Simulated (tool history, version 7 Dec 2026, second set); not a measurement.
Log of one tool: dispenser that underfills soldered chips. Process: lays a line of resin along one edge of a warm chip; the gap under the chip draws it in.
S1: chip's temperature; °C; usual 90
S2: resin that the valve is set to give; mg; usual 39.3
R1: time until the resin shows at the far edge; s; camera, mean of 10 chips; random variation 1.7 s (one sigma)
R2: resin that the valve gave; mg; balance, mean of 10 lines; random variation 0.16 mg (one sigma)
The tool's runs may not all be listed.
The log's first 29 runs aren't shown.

run	hour	S1	S2	R1	R2
# hour 138.9: new syringe of resin
30	139.4	101	48.9	118.5	48.22
31	145.2	101	48.9	169	47.62
32	148.2	95	44	258.6	42.88
# hour 151: new syringe of resin
33	154.7	89	36.6	236.3	35.67
34	157.8	90	39.1	270.4	37.93
35	162	88	35.8	387.9	34.75
# hour 163.4: new syringe of resin
36	165.8	100	44.9	138.3	43.99
37	170.5	100	43.2	185.5	41.86

Forecast each of these 3 alternatives for the next run:
A	174.7	92	42.3	?	?
B	174.7	104	43.2	?	?
C	174.7	84	40.7	?	?

run	R1	R2
A	328.9	40.93
B	211.8	41.8
C	444.4	39.11
Without the tool's hidden state the same runs would have given:
run	R1	R2
A	154.3	42.26
B	99.9	43.15
C	208.1	40.38
